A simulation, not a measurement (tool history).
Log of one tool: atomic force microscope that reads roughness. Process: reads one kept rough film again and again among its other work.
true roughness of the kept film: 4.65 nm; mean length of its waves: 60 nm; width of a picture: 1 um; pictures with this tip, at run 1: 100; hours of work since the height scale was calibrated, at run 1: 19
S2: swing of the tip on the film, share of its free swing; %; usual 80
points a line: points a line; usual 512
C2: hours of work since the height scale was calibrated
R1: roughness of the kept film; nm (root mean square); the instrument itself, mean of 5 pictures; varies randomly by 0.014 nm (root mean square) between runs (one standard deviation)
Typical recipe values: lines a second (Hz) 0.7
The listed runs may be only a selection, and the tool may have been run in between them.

Run 1, hour 0: usual settings; pictures with this tip 100; C2 19. Result: R1 4.366 nm (root mean square).
Run 2, hour 6.5: usual settings but points a line 834; pictures with this tip 108; C2 23. Result: R1 4.368 nm (root mean square).
Run 3, hour 10.5: usual settings; pictures with this tip 113; C2 26. Result: R1 4.365 nm (root mean square).
Run 4, hour 19.3: usual settings; pictures with this tip 123; C2 32. Result: R1 4.41 nm (root mean square).
Run 5, hour 26.7: usual settings but points a line 552; pictures with this tip 132; C2 37. Result: R1 4.371 nm (root mean square).
Run 6, hour 32.6: usual settings but points a line 699; pictures with this tip 139; C2 41. Result: R1 4.385 nm (root mean square).
Run 7, hour 40.4: usual settings; pictures with this tip 149; C2 46. Result: R1 4.389 nm (root mean square).
Run 8, hour 46.1: usual settings; pictures with this tip 155; C2 50. Result: R1 4.372 nm (root mean square).
Run 9, hour 54.9: usual settings but S2 73 %; pictures with this tip 166; C2 56. Result: R1 4.449 nm (root mean square).
At hour 63.5: new tip fitted.
Run 10, hour 64.4: usual settings; pictures with this tip 1; C2 62. Result: R1 4.382 nm (root mean square).
Run 11, hour 71: usual settings; pictures with this tip 9; C2 66. Result: R1 4.388 nm (root mean square).
Run 12, hour 80.1: usual settings; pictures with this tip 19; C2 72. Result: R1 4.366 nm (root mean square).
Run 13, hour 88.2: usual settings; pictures with this tip 29; C2 77. Result: R1 4.365 nm (root mean square).
Run 14, hour 92: usual settings; pictures with this tip 34; C2 80. Result: R1 4.368 nm (root mean square).
Run 15, hour 97.2: usual settings; pictures with this tip 40; C2 83. Result: R1 4.357 nm (root mean square).
Run 16, hour 102: usual settings; pictures with this tip 46; C2 87. Result: R1 4.384 nm (root mean square).
Run 17, hour 108.8: usual settings but S2 74 %; pictures with this tip 54; C2 91. Result: R1 4.423 nm (root mean square).
Run 18, hour 116.7: usual settings but S2 56 %; pictures with this tip 63; C2 96. Result: R1 4.499 nm (root mean square).
Run 19, hour 123.8: usual settings but S2 56 %, points a line 256; pictures with this tip 71; C2 101. Result: R1 4.452 nm (root mean square).
Run 20, hour 129.1: usual settings but S2 56 %, points a line 256; pictures with this tip 78; C2 105. Result: R1 4.457 nm (root mean square).
Run 21, hour 137.2: usual settings; pictures with this tip 88; C2 110. Result: R1 4.401 nm (root mean square).
Run 22, hour 146.3: usual settings; pictures with this tip 98; C2 116. Result: R1 4.356 nm (root mean square).
Run 23, hour 150.8: usual settings; pictures with this tip 104; C2 119. Result: R1 4.36 nm (root mean square).
Run 24, hour 158.6: usual settings; pictures with this tip 113; C2 124. Result: R1 4.36 nm (root mean square).
Run 25, hour 165.7: usual settings but lines a second (Hz) 0.995, S2 65 %, points a line 537; pictures with this tip 122; C2 129. Result: R1 4.416 nm (root mean square).
Run 26, hour 169.7: usual settings but lines a second (Hz) 0.995, S2 65 %, points a line 537; pictures with this tip 126; C2 132. Result: R1 4.437 nm (root mean square).
Run 27, hour 177.1: usual settings but lines a second (Hz) 0.995, S2 65 %, points a line 537; pictures with this tip 135; C2 137. Result: R1 4.439 nm (root mean square).
Run 28, hour 185.1: usual settings but lines a second (Hz) 0.995, S2 65 %, points a line 537; pictures with this tip 145; C2 142. Result: R1 4.405 nm (root mean square).
Run 29, hour 193.1: usual settings but lines a second (Hz) 0.995, S2 59 %, points a line 537; pictures with this tip 154; C2 147. Result: R1 4.491 nm (root mean square).
Run 30, hour 200.9: usual settings but lines a second (Hz) 0.995, S2 59 %, points a line 537; pictures with this tip 163; C2 152. Result: R1 4.447 nm (root mean square).
Run 31, hour 205.1: usual settings but lines a second (Hz) 0.995, S2 59 %, points a line 537; pictures with this tip 168; C2 155. Result: R1 4.448 nm (root mean square).
At hour 211.5: new tip fitted.
Run 32, hour 211.5: usual settings but lines a second (Hz) 3.361, S2 59 %, points a line 568; pictures with this tip 0; C2 159. Result: R1 4.317 nm (root mean square).
Run 33, hour 220.6: usual settings but lines a second (Hz) 3.326, points a line 308; pictures with this tip 10; C2 165. Result: R1 3.877 nm (root mean square).
Run 34, hour 225: usual settings but lines a second (Hz) 2.449, points a line 478; pictures with this tip 16; C2 168. Result: R1 4.039 nm (root mean square).
Run 35, hour 233: usual settings but lines a second (Hz) 2.449, points a line 478; pictures with this tip 25; C2 173. Result: R1 4.057 nm (root mean square).
Run 36, hour 239.1: usual settings but lines a second (Hz) 0.858, S2 68 %, points a line 658; pictures with this tip 33; C2 177. Result: R1 4.422 nm (root mean square).
Run 37, hour 247.3: usual settings but lines a second (Hz) 3.416, S2 68 %, points a line 450; pictures with this tip 42; C2 183. Result: R1 4.164 nm (root mean square).
Run 38, hour 256: usual settings but lines a second (Hz) 3.416, S2 68 %, points a line 450; pictures with this tip 53; C2 189. Result: R1 4.147 nm (root mean square).
Run 39, hour 260.5: usual settings but lines a second (Hz) 2.41, S2 57 %, points a line 341; pictures with this tip 58; C2 192. Result: R1 4.396 nm (root mean square).
Run 40, hour 269.2: usual settings but lines a second (Hz) 3.776, points a line 265; pictures with this tip 68; C2 197. Result: R1 3.805 nm (root mean square).
Run 41, hour 278.3: usual settings but lines a second (Hz) 3.776, points a line 265; pictures with this tip 79; C2 203. Result: R1 3.807 nm (root mean square).
Run 42, hour 284.4: usual settings but lines a second (Hz) 1.707, S2 65 %; pictures with this tip 86; C2 207. Result: R1 4.388 nm (root mean square).
Run 43, hour 290.7: usual settings but lines a second (Hz) 2.155, S2 78 %, points a line 832; pictures with this tip 94; C2 212. Result: R1 4.141 nm (root mean square).
Run 44, hour 299.6: usual settings but lines a second (Hz) 2.155, S2 78 %, points a line 832; pictures with this tip 105; C2 218. Result: R1 4.146 nm (root mean square).
Run 45, hour 305.9: usual settings but lines a second (Hz) 2.155, S2 78 %, points a line 832; pictures with this tip 112; C2 222. Result: R1 4.137 nm (root mean square).

What if the next run were any one of these 4? Each begins from the tool's condition after run 45:
Run A, hour 313.7: usual settings but lines a second (Hz) 1.096, S2 67 %, points a line 980; pictures with this tip 122; C2 227. Result: R1 ?.
Run B, hour 313.7: usual settings but lines a second (Hz) 0.736, S2 78 %, points a line 832; pictures with this tip 122; C2 227. Result: R1 ?.
Run C, hour 313.7: usual settings but lines a second (Hz) 2.568, S2 78 %, points a line 297; pictures with this tip 122; C2 227. Result: R1 ?.
Run D, hour 313.7: usual settings but lines a second (Hz) 1.349, S2 58 %; pictures with this tip 122; C2 227. Result: R1 ?.

run     R1
  A  4.411
  B  4.376
  C  4.059
  D  4.424
Had the tool no hidden state, the same runs would have come out as:
run     R1
  A  4.415
  B  4.381
  C  4.063
  D  4.429
